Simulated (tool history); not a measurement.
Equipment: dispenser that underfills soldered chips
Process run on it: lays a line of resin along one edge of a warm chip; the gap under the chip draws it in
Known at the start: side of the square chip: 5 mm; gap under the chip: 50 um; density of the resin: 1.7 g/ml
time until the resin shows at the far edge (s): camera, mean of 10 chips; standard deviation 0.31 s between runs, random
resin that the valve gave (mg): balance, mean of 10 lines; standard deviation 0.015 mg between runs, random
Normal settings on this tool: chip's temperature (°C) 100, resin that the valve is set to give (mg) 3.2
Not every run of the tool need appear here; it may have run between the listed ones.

| run | day | chip's temperature (°C) | resin that the valve is set to give (mg) | time until the resin shows at the far edge (s) | resin that the valve gave (mg) |
|---|---|---|---|---|---|
| 1 | 0 | 100 | 3.2 | 9.5 | 2.98 |
| 2 | 0.225 | 100 | 3.2 | 12.1 | 2.98 |
|  | 0.354 | new syringe of resin |
| 3 | 0.45 | 100 | 4.09 | 8.8 | 3.8 |
|  | 0.654 | dispensing valve cleaned and set on the balance |
| 4 | 0.704 | 100 | 4.09 | 9.8 | 4.11 |
|  | 0.917 | new syringe of resin |
| 5 | 0.983 | 88 | 3.2 | 13.9 | 3.18 |
| 6 | 1.267 | 88 | 3.2 | 18.7 | 3.14 |
|  | 1.438 | new syringe of resin |
| 7 | 1.542 | 96 | 3.2 | 11 | 3.15 |
| 8 | 1.754 | 98 | 3.2 | 11.8 | 3.13 |
|  | 1.95 | new syringe of resin |
| 9 | 1.95 | 98 | 3.2 | 8.6 | 3.16 |
| 10 | 2.133 | 98 | 3.2 | 10.5 | 3.11 |
| 11 | 2.342 | 105 | 2.97 | 9.7 | 2.89 |
|  | 2.471 | new syringe of resin |
| 12 | 2.592 | 105 | 2.97 | 7.7 | 2.9 |
| 13 | 2.729 | 112 | 3.93 | 6 | 3.81 |
| 14 | 2.925 | 112 | 3.93 | 7.4 | 3.8 |

Forecast run 15:
|  | 2.988 | new syringe of resin |
| 15 | 3.075 | 108 | 3.83 | ? | ? |

Run 15 gave time until the resin shows at the far edge (s) 6, resin that the valve gave (mg) 3.72.
Without the tool's hidden state the same run would have given time until the resin shows at the far edge (s) 5.3, resin that the valve gave (mg) 3.83.

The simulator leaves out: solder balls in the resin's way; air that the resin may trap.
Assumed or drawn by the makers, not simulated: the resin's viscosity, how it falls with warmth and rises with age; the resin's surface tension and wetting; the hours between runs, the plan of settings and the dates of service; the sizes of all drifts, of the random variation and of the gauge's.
